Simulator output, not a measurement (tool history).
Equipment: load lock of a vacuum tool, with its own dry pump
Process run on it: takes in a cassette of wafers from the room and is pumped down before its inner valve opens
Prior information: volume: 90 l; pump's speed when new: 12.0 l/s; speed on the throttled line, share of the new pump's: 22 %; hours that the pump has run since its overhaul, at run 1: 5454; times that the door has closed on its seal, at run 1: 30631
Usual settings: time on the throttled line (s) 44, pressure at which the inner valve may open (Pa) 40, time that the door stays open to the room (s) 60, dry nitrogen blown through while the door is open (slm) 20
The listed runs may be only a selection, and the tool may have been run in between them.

run,day,time on the throttled line (s),pressure at which the inner valve may open (Pa),time that the door stays open to the room (s),dry nitrogen blown through while the door is open (slm),hours that the pump has run since its overhaul,times that the door has closed on its seal,"incoming humidity of the room's air, %",time from the closed door until the inner valve may open (s),rise of the pressure with all valves shut (Pa/min)
1,0.000,44,40,60,20,5454,30631,47.2,97.6,0.162
2,21.525,44,40,60,20,5970,31682,47.4,97.9,0.172
3,48.142,44,40,60,20,6609,32981,42.5,100.0,0.170
4,67.067,44,40,60,20,7063,33905,44.8,101.0,0.182
5,81.800,44,40,143,20,7417,34624,45.7,99.0,0.195
6,98.246,44,36,60,20,7811,35427,46.2,101.0,0.193
7,121.479,44,36,60,20,8369,36561,45.1,103.1,0.205
8,141.246,44,36,60,20,8843,37525,42.1,102.7,0.209
9,165.696,44,36,60,20,9430,38719,46.6,106.3,0.217
10,177.529,44,36,60,20,9714,39297,41.7,105.3,0.219
11,202.967,44,43,84,21,10325,40538,46.1,103.3,0.232
# day 209.567: dry pump taken out, an overhauled one fitted
12,228.642,44,43,127,21,458,41779,43.1,94.6,0.244
# day 233.221: door's seal changed, seat wiped
13,251.712,44,43,127,21,1010,902,44.4,93.5,0.042
14,274.729,51,43,127,12,1562,2026,44.2,100.8,0.049

Estimate the outcome of run 15 from the log above:
15,289.504,51,43,117,14,1917,2747,46.1,?,?

time from the closed door until the inner valve may open (s): 100.9
rise of the pressure with all valves shut (Pa/min): 0.049
Take away the tool's hidden state, keep the run-to-run variation as it was, and the same run would have given time from the closed door until the inner valve may open (s) 98.5, rise of the pressure with all valves shut (Pa/min) 0.045.
